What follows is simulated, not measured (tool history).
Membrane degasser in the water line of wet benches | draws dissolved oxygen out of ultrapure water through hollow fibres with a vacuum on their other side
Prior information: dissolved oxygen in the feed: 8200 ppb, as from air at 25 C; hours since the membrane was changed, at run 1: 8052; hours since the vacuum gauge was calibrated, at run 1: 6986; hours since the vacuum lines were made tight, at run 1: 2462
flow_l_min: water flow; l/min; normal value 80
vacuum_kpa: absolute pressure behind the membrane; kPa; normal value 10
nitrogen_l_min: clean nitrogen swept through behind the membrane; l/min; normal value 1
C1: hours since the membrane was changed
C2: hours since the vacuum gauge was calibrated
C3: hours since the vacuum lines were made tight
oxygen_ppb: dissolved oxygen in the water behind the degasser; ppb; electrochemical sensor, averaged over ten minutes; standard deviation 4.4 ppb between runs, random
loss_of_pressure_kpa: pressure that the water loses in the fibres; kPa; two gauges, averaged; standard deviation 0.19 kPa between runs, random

Run 1, hour 0: usual settings; C1 8052; C2 6986; C3 2462. Result: oxygen_ppb 848.5 ppb, loss_of_pressure_kpa 39.28 kPa.
Run 2, hour 101.1: usual settings; C1 8153; C2 7087; C3 2563. Result: oxygen_ppb 847.9 ppb, loss_of_pressure_kpa 39.27 kPa.
Run 3, hour 259.1: usual settings; C1 8311; C2 7245; C3 2721. Result: oxygen_ppb 848 ppb, loss_of_pressure_kpa 39.33 kPa.
Run 4, hour 425.4: usual settings but flow_l_min 58 l/min; C1 8477; C2 7411; C3 2887. Result: oxygen_ppb 679.5 ppb, loss_of_pressure_kpa 28.43 kPa.
Run 5, hour 583.9: usual settings but flow_l_min 58 l/min; C1 8636; C2 7570; C3 3046. Result: oxygen_ppb 682.3 ppb, loss_of_pressure_kpa 28.37 kPa.
Run 6, hour 713.7: usual settings; C1 8766; C2 7700; C3 3176. Result: oxygen_ppb 855.2 ppb, loss_of_pressure_kpa 39.18 kPa.
Run 7, hour 856.7: usual settings but flow_l_min 74 l/min; C1 8909; C2 7843; C3 3319. Result: oxygen_ppb 808.4 ppb, loss_of_pressure_kpa 36.19 kPa.
Run 8, hour 1029.4: usual settings but nitrogen_l_min 1.31 l/min; C1 9081; C2 8015; C3 3491. Result: oxygen_ppb 714.1 ppb, loss_of_pressure_kpa 39.04 kPa.
Run 9, hour 1222: usual settings but flow_l_min 85 l/min, vacuum_kpa 8.2 kPa, nitrogen_l_min 2.89 l/min; C1 9274; C2 8208; C3 3684. Result: oxygen_ppb 316.1 ppb, loss_of_pressure_kpa 41.81 kPa.
Run 10, hour 1325.3: usual settings but flow_l_min 55 l/min, vacuum_kpa 8.2 kPa, nitrogen_l_min 2.89 l/min; C1 9377; C2 8311; C3 3787. Result: oxygen_ppb 208.8 ppb, loss_of_pressure_kpa 27.02 kPa.
Run 11, hour 1547.1: usual settings but flow_l_min 111 l/min, vacuum_kpa 6.7 kPa, nitrogen_l_min 2.89 l/min; C1 9599; C2 8533; C3 4009. Result: oxygen_ppb 315.4 ppb, loss_of_pressure_kpa 54 kPa.
At hour 1569.5: vacuum gauge calibrated.
Run 12, hour 1696.4: usual settings but flow_l_min 111 l/min, vacuum_kpa 6.7 kPa, nitrogen_l_min 2.89 l/min; C1 9748; C2 127; C3 4158. Result: oxygen_ppb 314.2 ppb, loss_of_pressure_kpa 54.39 kPa.
Run 13, hour 1879.1: usual settings but flow_l_min 49 l/min, vacuum_kpa 14.2 kPa; C1 9931; C2 310; C3 4340. Result: oxygen_ppb 944.2 ppb, loss_of_pressure_kpa 24.05 kPa.
Run 14, hour 2005.3: usual settings but nitrogen_l_min 0.52 l/min; C1 10057; C2 436; C3 4467. Result: oxygen_ppb 1220.9 ppb, loss_of_pressure_kpa 39.39 kPa.
Run 15, hour 2146.9: usual settings but nitrogen_l_min 0.52 l/min; C1 10199; C2 577; C3 4608. Result: oxygen_ppb 1224.1 ppb, loss_of_pressure_kpa 39.1 kPa.

Estimate the outcome of run 16 from the log above:
Run 16, hour 2240.7: usual settings but flow_l_min 56 l/min, nitrogen_l_min 1.86 l/min; C1 10292; C2 671; C3 4702. Result: oxygen_ppb ?, loss_of_pressure_kpa ?.

oxygen_ppb: 410.6 ppb
loss_of_pressure_kpa: 27.54 kPa
On a tool with no hidden condition, and with the same random variation, this run would have come out at oxygen_ppb 410.6 ppb, loss_of_pressure_kpa 27.52 kPa.
